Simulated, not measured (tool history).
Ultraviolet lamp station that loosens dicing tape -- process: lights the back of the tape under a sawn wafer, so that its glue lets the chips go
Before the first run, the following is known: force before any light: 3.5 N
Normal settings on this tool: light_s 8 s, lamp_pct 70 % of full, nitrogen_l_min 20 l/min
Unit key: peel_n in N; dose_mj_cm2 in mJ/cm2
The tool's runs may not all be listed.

run,hour,light_s,lamp_pct,nitrogen_l_min,peel_n,dose_mj_cm2
1,0,8,70,20,0.763,326
2,20.7,8,70,20,0.743,321
3,32.4,8,70,20,0.735,322
4,42.8,8,70,20,0.743,322
5,52.6,8,70,9,1.044,316
6,66.6,7,70,9,1.22,278
7,86.4,7,70,9,1.228,277
8,98.8,7,70,9,1.251,274
9,114.3,8,70,20,0.76,317
10,123.2,8,70,20,0.746,311
# hour 138.5: window cleaned of glue's vapour
11,142.9,8,70,20,0.688,341
12,163.6,8,70,20,0.697,338
13,176,8,66,20,0.759,317
14,187.2,8,66,20,0.758,319
15,202.3,8,70,20,0.688,335
16,215.8,8,70,14,0.84,335
17,230.7,8,66,20,0.758,314
18,244,8,66,20,0.755,313
19,252.9,8,66,20,0.787,311
20,267,8,70,20,0.711,326
21,278.8,8,70,20,0.7,325
22,295.4,8,70,20,0.728,326
23,315.9,4,68,11,1.777,156
24,331,4,84,30,1.111,192
25,341.6,7,79,27,0.633,317
26,354.3,7,79,27,0.655,319
27,364.8,15,60,6,0.751,514
28,373.5,6,80,15,0.998,273
29,388.4,5,75,22,1.177,212
30,404.3,5,75,22,1.153,212
31,419.8,14,86,20,0.275,671
32,440.5,4,66,22,1.571,150
33,451.7,4,66,22,1.576,144
34,468,6,70,15,1.211,230
35,485.4,8,80,24,0.613,352
36,497.8,8,80,24,0.606,346
37,506.9,8,80,24,0.611,351
38,524,8,80,24,0.615,352
39,540.4,12,72,33,0.356,461
40,555.9,8,74,20,0.749,323
41,576.4,7,74,9,1.25,276
42,591.3,7,99,15,0.711,366
43,609.4,7,99,15,0.698,363

Alternative continuations, all from the tool just after run 43; predict every row:
A,624.3,8,69,24,?,?
B,624.3,7,91,19,?,?
C,624.3,7,71,40,?,?
D,624.3,14,62,7,?,?

run,peel_n,dose_mj_cm2
A,0.783,287
B,0.731,340
C,0.731,259
D,0.8,457
Stripped of hidden state, with their random variation kept, the same runs would have yielded:
run,peel_n,dose_mj_cm2
A,0.576,364
B,0.534,428
C,0.538,328
D,0.588,577

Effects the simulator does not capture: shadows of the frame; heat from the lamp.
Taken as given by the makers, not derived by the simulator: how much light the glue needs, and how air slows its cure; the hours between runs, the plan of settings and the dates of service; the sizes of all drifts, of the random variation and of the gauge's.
